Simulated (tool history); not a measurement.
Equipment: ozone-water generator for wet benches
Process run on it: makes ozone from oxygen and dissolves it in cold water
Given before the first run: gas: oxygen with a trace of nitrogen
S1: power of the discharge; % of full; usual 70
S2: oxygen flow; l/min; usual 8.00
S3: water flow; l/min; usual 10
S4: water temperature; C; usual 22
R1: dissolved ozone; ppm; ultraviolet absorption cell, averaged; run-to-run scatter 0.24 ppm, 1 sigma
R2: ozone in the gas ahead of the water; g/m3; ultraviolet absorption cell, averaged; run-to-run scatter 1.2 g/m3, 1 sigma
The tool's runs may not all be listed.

run,day,S1,S2,S3,S4,R1,R2
1,0.000,70,8.00,10,22,34.5,225.7
2,0.812,70,8.00,10,22,34.7,224.5
3,2.042,70,8.00,10,22,34.1,225.5
4,3.375,70,8.00,10,22,34.8,225.4
5,4.321,70,8.00,10,22,34.9,224.9
6,5.533,70,8.00,10,22,34.3,223.3
7,6.300,70,8.00,10,22,34.8,226.3
8,7.038,70,8.00,10,14,41.3,221.6
9,7.979,70,8.00,10,14,41.0,224.9
10,8.808,70,8.00,10,22,34.9,223.4
11,9.871,70,8.00,10,22,34.6,222.8
12,11.071,70,8.00,10,22,34.7,223.6
13,12.212,70,14.30,10,22,26.5,153.9
14,13.279,70,14.30,10,22,26.7,153.9
15,13.975,70,8.00,10,22,34.0,223.7
16,15.104,70,8.00,10,23,33.5,224.7
17,16.262,87,14.20,8,22,33.7,181.8
18,17.075,41,7.30,12,27,19.6,162.4
19,18.408,41,7.30,12,27,19.7,160.4
20,19.188,74,7.30,6,27,40.3,247.0
21,20.121,74,7.30,6,27,40.0,248.5
22,20.692,74,7.30,6,27,40.9,248.1
23,21.879,44,6.36,10,14,31.5,185.1
24,22.983,70,13.85,10,23,26.2,158.2
25,23.729,78,6.09,10,19,43.4,286.2
26,24.462,53,8.00,10,22,28.1,182.3
27,25.579,86,5.40,11,21,43.4,331.7
28,26.408,55,8.44,10,22,27.9,182.3
29,27.021,55,8.44,10,22,28.1,183.1

Each row is a separate what-if for the run after 29, all from the same tool condition, not one after another. Results?
A,27.667,44,8.00,9,17,?,?
B,27.667,41,8.44,10,28,?,?
C,27.667,46,8.00,7,22,?,?
D,27.667,42,8.44,10,22,?,?
E,27.667,55,11.28,7,19,?,?

run,R1,R2
A,29.3,160.3
B,20.0,145.7
C,29.6,164.0
D,23.3,151.2
E,31.0,150.0
Without the tool's unlogged condition, the same runs would have read:
run,R1,R2
A,30.3,162.2
B,20.7,147.3
C,30.5,166.0
D,24.1,152.9
E,32.1,152.3
